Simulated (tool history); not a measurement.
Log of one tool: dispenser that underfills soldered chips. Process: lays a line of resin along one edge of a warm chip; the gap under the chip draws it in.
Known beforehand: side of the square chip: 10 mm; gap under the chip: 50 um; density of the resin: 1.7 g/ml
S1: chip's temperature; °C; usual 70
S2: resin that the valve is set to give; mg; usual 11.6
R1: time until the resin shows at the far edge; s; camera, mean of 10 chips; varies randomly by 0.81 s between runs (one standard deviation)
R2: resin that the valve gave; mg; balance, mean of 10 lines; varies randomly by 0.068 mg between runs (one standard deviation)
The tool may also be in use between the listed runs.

run,day,S1,S2,R1,R2
1,0.000,70,11.6,79.8,10.35
2,0.146,70,11.6,88.0,10.40
3,0.296,70,11.6,97.8,10.24
4,0.450,70,11.6,108.4,10.13
# day 0.583: new syringe of resin
5,0.612,70,11.6,81.1,10.11
6,0.817,70,11.6,94.2,10.21
7,0.950,70,12.8,98.0,11.28
8,1.117,70,12.8,109.5,11.10
# day 1.204: new syringe of resin
9,1.346,70,11.6,86.8,10.07
10,1.496,70,11.6,94.8,10.08
11,1.617,70,11.6,104.2,10.07
# day 1.758: dispensing valve cleaned and set on the balance
# day 1.875: new syringe of resin
12,1.883,69,11.6,78.9,11.47
13,2.033,70,11.6,86.5,11.58
14,2.208,70,11.6,95.8,11.61
15,2.438,70,13.5,108.1,13.32
# day 2.512: new syringe of resin
16,2.708,70,12.5,85.3,12.29
17,2.875,67,11.6,104.2,11.38
18,2.983,83,10.8,71.0,10.67
# day 3.142: new syringe of resin
19,3.233,65,10.7,96.2,10.52
20,3.488,65,10.7,113.2,10.33
21,3.688,65,10.7,132.7,10.30
# day 3.779: new syringe of resin
22,3.812,84,13.6,50.4,13.04
23,3.996,60,12.7,120.2,12.33
24,4.188,58,11.6,150.3,11.07
25,4.362,57,13.1,167.3,12.54
# day 4.396: new syringe of resin
26,4.612,63,11.6,109.4,10.99
27,4.825,77,12.2,80.1,11.58
28,4.975,74,11.0,100.2,10.44
# day 5.021: new syringe of resin
29,5.108,74,11.0,75.3,10.36
30,5.300,57,13.7,137.4,12.87
31,5.483,57,12.4,156.8,11.67
# day 5.646: new syringe of resin
32,5.650,74,10.8,72.6,10.04
33,5.783,79,13.3,63.3,12.43

Alternative continuations, all from the tool just after run 33; predict every row:
A,5.917,73,10.2,?,?
B,5.917,72,10.0,?,?
C,5.917,63,12.3,?,?

run,R1,R2
A,89.0,9.57
B,93.3,9.34
C,115.1,11.43
Had the tool no hidden state, the same runs would have come out as:
run,R1,R2
A,69.9,10.27
B,73.1,10.03
C,91.7,12.27
